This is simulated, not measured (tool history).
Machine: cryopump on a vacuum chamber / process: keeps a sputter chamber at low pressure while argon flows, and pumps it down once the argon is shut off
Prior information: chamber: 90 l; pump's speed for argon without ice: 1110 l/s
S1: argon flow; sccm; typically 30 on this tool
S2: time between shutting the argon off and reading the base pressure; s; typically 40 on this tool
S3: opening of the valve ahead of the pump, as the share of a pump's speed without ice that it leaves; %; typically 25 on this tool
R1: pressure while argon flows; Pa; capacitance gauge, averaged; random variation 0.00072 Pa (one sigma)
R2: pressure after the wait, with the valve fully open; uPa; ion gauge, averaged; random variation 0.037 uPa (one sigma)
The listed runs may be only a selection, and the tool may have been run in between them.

{"run": 1, "day": 0.0, "S1": 30, "S2": 40, "S3": 25, "R1": 0.186, "R2": 4.66}
{"run": 2, "day": 4.458, "S1": 40, "S2": 40, "S3": 25, "R1": 0.2489, "R2": 4.97}
{"run": 3, "day": 8.462, "S1": 40, "S2": 40, "S3": 25, "R1": 0.2479, "R2": 5.08}
{"run": 4, "day": 11.479, "S1": 40, "S2": 40, "S3": 25, "R1": 0.2508, "R2": 5.22}
{"run": 5, "day": 15.138, "S1": 40, "S2": 40, "S3": 25, "R1": 0.2508, "R2": 5.37}
{"run": 6, "day": 18.625, "S1": 40, "S2": 40, "S3": 25, "R1": 0.252, "R2": 5.57}
{"day": 20.908, "done": "leaking fittings of the chamber tightened, without venting"}
{"run": 7, "day": 22.554, "S1": 40, "S2": 40, "S3": 25, "R1": 0.2516, "R2": 2.24}
{"run": 8, "day": 26.046, "S1": 19, "S2": 40, "S3": 25, "R1": 0.1196, "R2": 2.38}
{"run": 9, "day": 28.192, "S1": 15, "S2": 26, "S3": 17, "R1": 0.1378, "R2": 3.48}
{"run": 10, "day": 31.612, "S1": 15, "S2": 26, "S3": 17, "R1": 0.1393, "R2": 3.58}
{"run": 11, "day": 36.046, "S1": 15, "S2": 26, "S3": 17, "R1": 0.1394, "R2": 3.84}
{"run": 12, "day": 39.358, "S1": 22, "S2": 53, "S3": 16, "R1": 0.2164, "R2": 2.6}
{"day": 40.112, "done": "pump warmed up, emptied and cooled again"}
{"run": 13, "day": 42.175, "S1": 22, "S2": 53, "S3": 16, "R1": 0.2116, "R2": 2.47}
{"run": 14, "day": 44.862, "S1": 16, "S2": 26, "S3": 18, "R1": 0.1357, "R2": 4.02}
{"run": 15, "day": 49.183, "S1": 28, "S2": 121, "S3": 48, "R1": 0.0901, "R2": 1.99}

Each row is a separate what-if for the run after 15, all from the same tool condition, not one after another. Results?
{"run": "A", "day": 51.792, "S1": 18, "S2": 189, "S3": 22, "R1": "?", "R2": "?"}
{"run": "B", "day": 51.792, "S1": 44, "S2": 40, "S3": 29, "R1": "?", "R2": "?"}
{"run": "C", "day": 51.792, "S1": 18, "S2": 30, "S3": 25, "R1": "?", "R2": "?"}
{"run": "D", "day": 51.792, "S1": 50, "S2": 170, "S3": 46, "R1": "?", "R2": "?"}
{"run": "E", "day": 51.792, "S1": 49, "S2": 40, "S3": 20, "R1": "?", "R2": "?"}

run=A R1=0.1254 R2=1.87
run=B R1=0.2334 R2=3.4
run=C R1=0.1115 R2=3.93
run=D R1=0.1689 R2=1.94
run=E R1=0.3758 R2=3.26
With no hidden state in the tool, these same runs would have given:
run=A R1=0.1241 R2=0.64
run=B R1=0.2302 R2=2.13
run=C R1=0.1101 R2=2.69
run=D R1=0.1652 R2=0.69
run=E R1=0.3722 R2=2.04

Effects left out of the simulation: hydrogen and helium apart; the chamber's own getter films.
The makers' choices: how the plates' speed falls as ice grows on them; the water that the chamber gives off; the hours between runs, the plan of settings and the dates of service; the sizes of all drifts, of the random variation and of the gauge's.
